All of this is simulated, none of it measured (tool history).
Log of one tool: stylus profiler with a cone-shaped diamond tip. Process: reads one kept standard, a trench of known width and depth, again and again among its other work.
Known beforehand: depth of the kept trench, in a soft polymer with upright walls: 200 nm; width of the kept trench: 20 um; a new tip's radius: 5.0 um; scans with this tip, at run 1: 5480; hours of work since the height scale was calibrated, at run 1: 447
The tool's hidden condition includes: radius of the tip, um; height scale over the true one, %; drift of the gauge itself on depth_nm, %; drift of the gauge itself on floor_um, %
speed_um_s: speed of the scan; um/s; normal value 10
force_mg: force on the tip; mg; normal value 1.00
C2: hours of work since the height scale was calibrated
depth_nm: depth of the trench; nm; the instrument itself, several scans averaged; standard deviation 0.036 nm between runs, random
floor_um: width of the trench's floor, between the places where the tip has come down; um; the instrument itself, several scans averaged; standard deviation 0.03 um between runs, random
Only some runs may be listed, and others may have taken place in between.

run 1 hour=0.0 | speed_um_s=10 force_mg=1.00 | scans_with_this_tip=5480 C2=447 | depth_nm=201.72 floor_um=15.88
run 2 hour=18.6 | speed_um_s=10 force_mg=1.00 | scans_with_this_tip=5593 C2=457 | depth_nm=201.71 floor_um=15.95
run 3 hour=42.2 | speed_um_s=10 force_mg=1.00 | scans_with_this_tip=5736 C2=468 | depth_nm=201.64 floor_um=15.81
run 4 hour=76.8 | speed_um_s=10 force_mg=1.00 | scans_with_this_tip=5946 C2=485 | depth_nm=201.69 floor_um=15.82
run 5 hour=95.2 | speed_um_s=10 force_mg=1.00 | scans_with_this_tip=6058 C2=495 | depth_nm=201.70 floor_um=15.86
run 6 hour=129.9 | speed_um_s=10 force_mg=1.00 | scans_with_this_tip=6268 C2=512 | depth_nm=201.72 floor_um=15.75
run 7 hour=152.7 | speed_um_s=21 force_mg=1.09 | scans_with_this_tip=6406 C2=523 | depth_nm=201.89 floor_um=15.71
run 8 hour=185.8 | speed_um_s=25 force_mg=0.88 | scans_with_this_tip=6607 C2=539 | depth_nm=201.55 floor_um=15.66
run 9 hour=219.5 | speed_um_s=2 force_mg=2.34 | scans_with_this_tip=6811 C2=556 | depth_nm=203.05 floor_um=15.76
run 10 hour=248.5 | speed_um_s=6 force_mg=0.64 | scans_with_this_tip=6987 C2=570 | depth_nm=201.34 floor_um=15.67
run 11 hour=269.5 | speed_um_s=18 force_mg=0.63 | scans_with_this_tip=7114 C2=581 | depth_nm=201.26 floor_um=15.54
run 12 hour=286.0 | speed_um_s=18 force_mg=2.26 | scans_with_this_tip=7214 C2=589 | depth_nm=202.90 floor_um=15.65

For each run, the measured value with the value that run would have given without the tool's hidden condition subtracted. The run-to-run variation is shared by both, the gauge scatter possibly not:
run=1 depth_nm=+0.04 floor_um=-1.23
run=2 depth_nm=+0.05 floor_um=-1.25
run=3 depth_nm=+0.06 floor_um=-1.28
run=4 depth_nm=+0.06 floor_um=-1.32
run=5 depth_nm=+0.06 floor_um=-1.33
run=6 depth_nm=+0.07 floor_um=-1.37
run=7 depth_nm=+0.07 floor_um=-1.39
run=8 depth_nm=+0.08 floor_um=-1.42
run=9 depth_nm=+0.09 floor_um=-1.46
run=10 depth_nm=+0.09 floor_um=-1.49
run=11 depth_nm=+0.09 floor_um=-1.52
run=12 depth_nm=+0.10 floor_um=-1.53
